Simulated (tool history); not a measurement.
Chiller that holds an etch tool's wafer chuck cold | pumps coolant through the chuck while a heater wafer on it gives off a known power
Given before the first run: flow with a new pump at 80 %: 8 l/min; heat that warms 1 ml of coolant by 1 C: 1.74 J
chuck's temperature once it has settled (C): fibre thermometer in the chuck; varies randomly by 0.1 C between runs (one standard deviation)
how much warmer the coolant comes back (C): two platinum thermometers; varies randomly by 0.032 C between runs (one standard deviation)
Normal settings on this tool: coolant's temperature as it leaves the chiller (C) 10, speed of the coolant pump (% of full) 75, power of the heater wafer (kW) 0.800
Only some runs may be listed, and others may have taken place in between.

run,hour,coolant's temperature as it leaves the chiller (C),speed of the coolant pump (% of full),power of the heater wafer (kW),chuck's temperature once it has settled (C),how much warmer the coolant comes back (C)
1,0.0,10,75,0.800,18.2,3.77
2,52.2,10,75,0.800,18.4,3.73
3,91.9,10,75,0.800,18.5,3.78
4,152.4,10,80,0.800,18.0,3.49
5,201.1,10,80,0.800,18.0,3.54
6,242.9,9,72,0.696,16.6,3.36
7,276.2,9,72,0.696,16.4,3.36
8,342.7,9,72,0.696,16.7,3.43
9,405.6,19,72,0.684,26.5,3.39
10,451.4,20,72,0.684,27.5,3.34

Some steps in how much warmer the coolant comes back (C), run to run, broken into two amounts with sign: the step expected even without the hidden condition (settings, incoming material, random variation), and the rest, left for the hidden condition together with whatever gauge scatter is not in both the measured and the hidden-condition-free result:
The hidden state here: heat passed by the chuck's channels, % of clean ones'; flow at a given pump speed, % of a new pump's; coolant's true temperature over the reading, C; drift of the gauge itself on chuck_c, C; drift of the gauge itself on warmer_back_c, C.
Run 1 -> 2: no setting touched and nothing written in the log between the runs. how much warmer the coolant comes back (C) -0.04: hidden state +0.01, all else -0.05.
Run 3 -> 4: speed of the coolant pump (% of full) 75 -> 80. how much warmer the coolant comes back (C) -0.29: hidden state -0.01, all else -0.28.
